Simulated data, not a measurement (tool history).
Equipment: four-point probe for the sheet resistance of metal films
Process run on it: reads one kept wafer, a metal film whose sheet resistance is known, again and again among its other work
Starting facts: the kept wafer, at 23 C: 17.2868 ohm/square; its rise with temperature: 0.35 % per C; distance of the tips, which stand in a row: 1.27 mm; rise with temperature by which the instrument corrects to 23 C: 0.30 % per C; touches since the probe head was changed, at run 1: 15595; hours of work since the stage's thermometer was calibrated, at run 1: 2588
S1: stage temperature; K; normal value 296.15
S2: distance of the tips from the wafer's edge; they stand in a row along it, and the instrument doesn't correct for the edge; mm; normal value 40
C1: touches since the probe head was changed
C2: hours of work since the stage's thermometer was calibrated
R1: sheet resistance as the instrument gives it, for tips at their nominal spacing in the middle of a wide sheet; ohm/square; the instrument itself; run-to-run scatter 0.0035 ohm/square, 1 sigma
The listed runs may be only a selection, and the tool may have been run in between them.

run 1 day=0.000 | S1=296.15 S2=40 | C1=15595 C2=2588 | R1=17.261063
run 2 day=0.904 | S1=296.15 S2=58 | C1=16005 C2=2603 | R1=17.258689
run 3 day=1.438 | S1=296.15 S2=58 | C1=16247 C2=2611 | R1=17.258683
run 4 day=2.504 | S1=296.15 S2=58 | C1=16729 C2=2629 | R1=17.257371
run 5 day=3.496 | S1=296.15 S2=58 | C1=17178 C2=2645 | R1=17.262327
run 6 day=4.533 | S1=302.15 S2=58 | C1=17648 C2=2663 | R1=17.312428
run 7 day=5.412 | S1=302.15 S2=58 | C1=18046 C2=2677 | R1=17.306726
run 8 day=6.438 | S1=302.15 S2=58 | C1=18509 C2=2694 | R1=17.307482
run 9 day=7.021 | S1=302.15 S2=58 | C1=18775 C2=2704 | R1=17.307951
run 10 day=7.758 | S1=302.15 S2=58 | C1=19108 C2=2716 | R1=17.305578
run 11 day=8.712 | S1=300.15 S2=40 | C1=19539 C2=2732 | R1=17.289458
run 12 day=9.704 | S1=300.15 S2=40 | C1=19988 C2=2748 | R1=17.283977
run 13 day=10.383 | S1=295.15 S2=40 | C1=20296 C2=2759 | R1=17.250483
run 14 day=11.250 | S1=295.15 S2=40 | C1=20689 C2=2773 | R1=17.251700
run 15 day=12.288 | S1=295.15 S2=40 | C1=21159 C2=2791 | R1=17.246498
run 16 day=13.338 | S1=295.15 S2=40 | C1=21633 C2=2808 | R1=17.246505
run 17 day=14.242 | S1=296.15 S2=40 | C1=22044 C2=2823 | R1=17.251475
run 18 day=14.879 | S1=296.15 S2=40 | C1=22332 C2=2833 | R1=17.253215
run 19 day=15.933 | S1=296.15 S2=17 | C1=22810 C2=2851 | R1=17.300243
run 20 day=16.488 | S1=296.15 S2=17 | C1=23060 C2=2860 | R1=17.298175
run 21 day=17.458 | S1=296.15 S2=17 | C1=23499 C2=2876 | R1=17.290422
run 22 day=18.350 | S1=297.15 S2=4 | C1=23904 C2=2891 | R1=18.135481
run 23 day=19.279 | S1=297.15 S2=4 | C1=24325 C2=2906 | R1=18.139031
run 24 day=20.062 | S1=297.15 S2=4 | C1=24679 C2=2919 | R1=18.139611
-- day=21.283 stage's thermometer calibrated
run 25 day=21.321 | S1=297.15 S2=4 | C1=25239 C2=1 | R1=18.128412
run 26 day=22.038 | S1=297.15 S2=4 | C1=25563 C2=12 | R1=18.124513
run 27 day=23.275 | S1=297.15 S2=4 | C1=26123 C2=33 | R1=18.118526
-- day=24.208 stage's thermometer calibrated, once more
run 28 day=24.462 | S1=300.15 S2=10 | C1=26653 C2=4 | R1=17.485869
run 29 day=25.700 | S1=300.15 S2=10 | C1=27213 C2=25 | R1=17.483823
run 30 day=26.471 | S1=300.15 S2=9 | C1=27561 C2=37 | R1=17.522187
run 31 day=27.625 | S1=293.15 S2=10 | C1=28083 C2=56 | R1=17.416536
run 32 day=28.921 | S1=299.15 S2=6 | C1=28671 C2=78 | R1=17.737687
run 33 day=30.025 | S1=305.15 S2=6 | C1=29170 C2=96 | R1=17.782849
run 34 day=30.938 | S1=305.15 S2=6 | C1=29584 C2=111 | R1=17.784215
run 35 day=32.229 | S1=305.15 S2=4 | C1=30169 C2=132 | R1=18.258524
run 36 day=32.821 | S1=302.15 S2=7 | C1=30436 C2=142 | R1=17.650672
run 37 day=33.479 | S1=295.15 S2=7 | C1=30734 C2=153 | R1=17.588402
run 38 day=34.712 | S1=301.15 S2=54 | C1=31293 C2=173 | R1=17.339831
run 39 day=35.279 | S1=293.15 S2=19 | C1=31550 C2=183 | R1=17.312555
run 40 day=36.108 | S1=296.15 S2=25 | C1=31925 C2=196 | R1=17.314655
run 41 day=36.808 | S1=292.15 S2=23 | C1=32242 C2=208 | R1=17.285616
run 42 day=37.692 | S1=292.15 S2=23 | C1=32643 C2=223 | R1=17.285645

Below, some changes in R1 between adjacent runs. For each, the amount present without the hidden state too (settings, incoming material, random variation) and the amount remaining for the hidden state with gauge scatter not shared by both compared results:
Hidden state present: inner tips' distance over the nominal, %; tips' flats over new ones', %; wafer's true temperature over the reading, C; drift of the gauge itself on sheet_ohm, %.
Run 21 -> 22: S1 296.15 -> 297.15, S2 17 -> 4. R1 +0.845059 ohm/square: hidden state -0.002570, all else +0.847629.
Run 24 -> 25: stage's thermometer calibrated. R1 -0.011199 ohm/square: hidden state -0.009951, all else -0.001248.
Run 27 -> 28: S1 297.15 -> 300.15, S2 4 -> 10, stage's thermometer calibrated, once more. R1 -0.632657 ohm/square: hidden state +0.073981, all else -0.706638.
Run 35 -> 36: S1 305.15 -> 302.15, S2 4 -> 7. R1 -0.607852 ohm/square: hidden state -0.000718, all else -0.607134.
